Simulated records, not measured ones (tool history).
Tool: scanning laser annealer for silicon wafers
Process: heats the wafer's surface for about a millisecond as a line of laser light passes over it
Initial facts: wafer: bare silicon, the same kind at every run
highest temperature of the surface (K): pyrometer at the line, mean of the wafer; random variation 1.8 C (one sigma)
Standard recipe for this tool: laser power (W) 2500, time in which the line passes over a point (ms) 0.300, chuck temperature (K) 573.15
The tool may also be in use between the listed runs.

run	hour	laser power (W)	time in which the line passes over a point (ms)	chuck temperature (K)	highest temperature of the surface (K)
1	0.0	2500	0.300	573.15	1325.15
2	13.0	2500	0.300	573.15	1324.15
3	21.9	2500	0.300	573.15	1325.15
4	33.1	2500	0.300	573.15	1323.15
5	46.6	2500	0.245	573.15	1254.15
6	54.2	2500	0.245	573.15	1253.15
7	67.2	2500	0.245	573.15	1256.15
8	80.3	2500	0.300	593.15	1343.15
9	92.4	2423	0.300	573.15	1297.15
10	105.6	2423	0.300	573.15	1295.15
11	111.3	2500	0.300	573.15	1321.15
12	124.2	2500	0.300	573.15	1323.15
13	133.1	2500	0.300	573.15	1324.15
14	146.6	2500	0.291	573.15	1308.15
15	156.3	2500	0.300	573.15	1317.15
16	164.6	2620	0.300	573.15	1359.15
17	175.2	2517	0.300	573.15	1323.15
18	183.6	2517	0.300	573.15	1323.15
19	190.8	2517	0.300	573.15	1326.15
20	198.4	2517	0.300	573.15	1327.15
21	208.7	2517	0.300	573.15	1322.15
22	218.2	2517	0.300	573.15	1323.15
23	226.3	2500	0.300	541.15	1287.15
# hour 229.8: window over the wafer cleaned
24	238.3	2500	0.300	541.15	1303.15
25	249.4	2354	0.300	566.15	1271.15
26	258.1	2560	0.218	612.15	1284.15
27	271.4	2560	0.218	612.15	1283.15
28	281.9	2607	0.222	540.15	1230.15
29	288.3	2470	0.263	539.15	1238.15
30	295.0	2470	0.263	539.15	1246.15
31	308.7	2470	0.263	539.15	1238.15
32	316.8	2470	0.263	539.15	1243.15
33	330.4	2361	0.229	569.15	1195.15
34	339.7	2229	0.344	598.15	1306.15
35	345.7	2318	0.300	573.15	1266.15
36	357.7	2318	0.300	573.15	1266.15
37	366.3	2348	0.300	573.15	1282.15
38	377.9	2650	0.320	589.15	1422.15
39	383.5	2687	0.232	563.15	1292.15
40	396.0	2159	0.328	593.15	1259.15
41	404.7	2159	0.328	593.15	1258.15
42	410.3	2696	0.227	555.15	1278.15

Same runs, no hidden state in the tool, same run-to-run variation:
Unlogged tool condition in this case: light that passes the window, % of a clean one's; laser's true power over the reading, %; width of the line over the set one, %; drift of the gauge itself on peak_c, C.
run	highest temperature of the surface (K)
1	1338.15
2	1338.15
3	1338.15
4	1337.15
5	1267.15
6	1266.15
7	1270.15
8	1359.15
9	1312.15
10	1311.15
11	1337.15
12	1340.15
13	1341.15
14	1325.15
15	1335.15
16	1378.15
17	1342.15
18	1342.15
19	1345.15
20	1346.15
21	1341.15
22	1343.15
23	1307.15
24	1307.15
25	1275.15
26	1288.15
27	1288.15
28	1235.15
29	1243.15
30	1251.15
31	1243.15
32	1249.15
33	1200.15
34	1312.15
35	1273.15
36	1273.15
37	1289.15
38	1431.15
39	1300.15
40	1267.15
41	1266.15
42	1286.15
